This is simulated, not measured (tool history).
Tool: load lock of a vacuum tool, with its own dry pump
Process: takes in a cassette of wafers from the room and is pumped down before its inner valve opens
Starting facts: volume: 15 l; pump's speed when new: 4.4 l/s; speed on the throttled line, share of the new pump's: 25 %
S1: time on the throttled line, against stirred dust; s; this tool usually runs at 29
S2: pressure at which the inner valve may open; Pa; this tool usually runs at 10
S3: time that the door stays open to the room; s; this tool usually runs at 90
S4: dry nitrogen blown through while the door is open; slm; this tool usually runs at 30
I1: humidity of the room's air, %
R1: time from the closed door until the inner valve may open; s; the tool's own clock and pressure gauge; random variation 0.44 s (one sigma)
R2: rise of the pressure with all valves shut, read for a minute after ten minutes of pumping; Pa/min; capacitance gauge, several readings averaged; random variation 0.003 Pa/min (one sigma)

run 1 day=0 | S1=29 S2=10 S3=90 S4=30 | I1=43.6 | R1=52.7 R2=0.089
run 2 day=16.167 | S1=29 S2=10 S3=90 S4=30 | I1=43.4 | R1=53.1 R2=0.094
run 3 day=33.621 | S1=25 S2=10 S3=90 S4=30 | I1=43.7 | R1=50.4 R2=0.106
run 4 day=44.462 | S1=25 S2=10 S3=90 S4=30 | I1=47.4 | R1=50.2 R2=0.116
run 5 day=61.262 | S1=25 S2=10 S3=90 S4=30 | I1=45.8 | R1=50.1 R2=0.13
run 6 day=78.7 | S1=29 S2=10 S3=90 S4=30 | I1=44.3 | R1=53.7 R2=0.128
run 7 day=97.542 | S1=29 S2=14 S3=90 S4=30 | I1=45.5 | R1=52.5 R2=0.145
run 8 day=115.121 | S1=29 S2=14 S3=90 S4=30 | I1=47.6 | R1=52.7 R2=0.166
run 9 day=125.267 | S1=29 S2=17 S3=90 S4=30 | I1=43.9 | R1=52.2 R2=0.165
run 10 day=140.788 | S1=29 S2=17 S3=90 S4=30 | I1=42.4 | R1=52.1 R2=0.175
run 11 day=154.658 | S1=29 S2=17 S3=90 S4=30 | I1=44.9 | R1=52.7 R2=0.184
run 12 day=172.092 | S1=29 S2=12 S3=90 S4=30 | I1=45.6 | R1=54.2 R2=0.2
run 13 day=183.029 | S1=29 S2=10 S3=90 S4=5 | I1=44.9 | R1=54.5 R2=0.271
run 14 day=199.362 | S1=29 S2=10 S3=90 S4=5 | I1=44 | R1=54.3 R2=0.285
run 15 day=209.275 | S1=29 S2=10 S3=90 S4=30 | I1=42.3 | R1=55 R2=0.233
run 16 day=217.858 | S1=29 S2=10 S3=90 S4=14 | I1=46 | R1=54.8 R2=0.277
run 17 day=237.671 | S1=29 S2=10 S3=29 S4=30 | I1=41.3 | R1=54.6 R2=0.242
run 18 day=245.938 | S1=29 S2=10 S3=29 S4=30 | I1=45.3 | R1=54.5 R2=0.264
run 19 day=255.988 | S1=29 S2=10 S3=29 S4=30 | I1=48.1 | R1=55.1 R2=0.266
run 20 day=271.1 | S1=29 S2=10 S3=29 S4=30 | I1=46.2 | R1=55.9 R2=0.288
run 21 day=288.642 | S1=29 S2=10 S3=29 S4=30 | I1=42.9 | R1=55.7 R2=0.303
run 22 day=302.15 | S1=37 S2=11 S3=58 S4=23 | I1=47.3 | R1=60.8 R2=0.338
run 23 day=317.346 | S1=29 S2=10 S3=158 S4=30 | I1=48.3 | R1=55.2 R2=0.354
run 24 day=327.712 | S1=33 S2=10 S3=90 S4=30 | I1=45.4 | R1=59 R2=0.355
run 25 day=338.15 | S1=53 S2=10 S3=90 S4=30 | I1=47.3 | R1=72.3 R2=0.364
run 26 day=347.075 | S1=53 S2=17 S3=77 S4=15 | I1=41.5 | R1=71.2 R2=0.396
run 27 day=367.35 | S1=32 S2=17 S3=77 S4=15 | I1=47.2 | R1=55.9 R2=0.416
run 28 day=384.529 | S1=32 S2=10 S3=77 S4=5 | I1=43.7 | R1=58.6 R2=0.478
run 29 day=396.388 | S1=40 S2=10 S3=77 S4=14 | I1=42.6 | R1=63.7 R2=0.453
run 30 day=409.571 | S1=53 S2=10 S3=90 S4=30 | I1=44.3 | R1=73.1 R2=0.04
run 31 day=429.896 | S1=46 S2=10 S3=90 S4=30 | I1=45.9 | R1=68.3 R2=0.044
run 32 day=447.804 | S1=46 S2=10 S3=90 S4=30 | I1=43.2 | R1=70.2 R2=0.048
run 33 day=460.558 | S1=57 S2=10 S3=56 S4=30 | I1=43.1 | R1=77.1 R2=0.043
run 34 day=479.146 | S1=57 S2=10 S3=56 S4=30 | I1=52.4 | R1=77.2 R2=0.059
run 35 day=495.908 | S1=25 S2=18 S3=90 S4=5 | I1=43.9 | R1=51.3 R2=0.123
run 36 day=506.821 | S1=25 S2=18 S3=90 S4=5 | I1=46.8 | R1=51.7 R2=0.137
run 37 day=520.575 | S1=44 S2=10 S3=240 S4=30 | I1=44.2 | R1=68.1 R2=0.093

The log once held 1 entry between its listed runs, left out of this copy. Where does each go, and what is different about the tool's unlogged condition between the listed run before it and the listed run after it?
From run 29 to run 30: door's seal changed, seat wiped (day 407.162)
  pump's speed, % of a new pump's: 89 -> 88.6; leak at the door's seal, Pa l/s: 0.1025 -> 0.0023
  measured minus no-state result, R1: +2.7 -> +2.3 s; R2: +0.397 -> +0.001 Pa/min
